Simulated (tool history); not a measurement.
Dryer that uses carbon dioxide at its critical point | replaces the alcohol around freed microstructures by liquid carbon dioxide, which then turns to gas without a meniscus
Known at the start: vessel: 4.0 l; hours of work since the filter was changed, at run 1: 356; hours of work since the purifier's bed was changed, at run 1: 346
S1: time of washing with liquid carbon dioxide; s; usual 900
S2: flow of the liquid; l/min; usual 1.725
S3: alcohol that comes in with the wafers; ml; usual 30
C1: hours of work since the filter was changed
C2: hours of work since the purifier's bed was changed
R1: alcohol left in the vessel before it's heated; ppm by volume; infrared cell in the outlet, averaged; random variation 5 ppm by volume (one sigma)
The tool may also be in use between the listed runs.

| run | hour | S1 | S2 | S3 | C1 | C2 | R1 |
|---|---|---|---|---|---|---|---|
| 1 | 0 | 900 | 1.725 | 30 | 356 | 346 | 75 |
| 2 | 37.9 | 900 | 1.09 | 30 | 386 | 375 | 391 |
| 3 | 59.3 | 900 | 1.725 | 45 | 402 | 392 | 104 |
| 4 | 89 | 900 | 1.725 | 45 | 426 | 415 | 110 |
| 5 | 117.8 | 900 | 1.725 | 45 | 448 | 438 | 118 |
| 6 | 133.3 | 900 | 2.14 | 45 | 460 | 450 | 64 |
| 7 | 168.8 | 840 | 1.725 | 30 | 488 | 478 | 113 |
| 8 | 194.5 | 900 | 1.725 | 30 | 508 | 498 | 93 |
| 9 | 224 | 900 | 1.725 | 30 | 531 | 521 | 85 |
| 10 | 262.1 | 900 | 1.725 | 30 | 561 | 551 | 96 |
| 11 | 290.7 | 900 | 1.725 | 30 | 584 | 573 | 109 |
|  | 296.9 | inlet filter changed |
| 12 | 312.4 | 900 | 1.725 | 30 | 12 | 589 | 73 |
| 13 | 329.6 | 900 | 1.725 | 30 | 26 | 603 | 79 |
| 14 | 360.6 | 900 | 1.725 | 30 | 50 | 627 | 79 |
| 15 | 388.4 | 900 | 1.725 | 30 | 72 | 649 | 85 |
| 16 | 425.9 | 1440 | 1.725 | 30 | 101 | 678 | 51 |
| 17 | 461.6 | 1440 | 1.725 | 30 | 129 | 706 | 57 |
| 18 | 485.3 | 1440 | 1.725 | 30 | 147 | 725 | 42 |
| 19 | 509.9 | 1440 | 1.725 | 30 | 167 | 744 | 50 |
| 20 | 531.8 | 900 | 1.725 | 30 | 184 | 761 | 90 |
| 21 | 567 | 900 | 1.725 | 30 | 211 | 789 | 94 |
| 22 | 592.5 | 900 | 1.93 | 64 | 231 | 808 | 106 |
| 23 | 623.6 | 600 | 1.97 | 81 | 256 | 833 | 449 |
| 24 | 655.3 | 900 | 1.725 | 77 | 280 | 858 | 176 |
| 25 | 672.8 | 720 | 2.86 | 52 | 294 | 871 | 77 |

Run 26 comes next. What will it give?
| 26 | 704.8 | 720 | 1.34 | 52 | 319 | 896 | ? |

Run 26 gave R1 665 ppm by volume.
Without the tool's hidden state the same run would have given R1 468 ppm by volume.
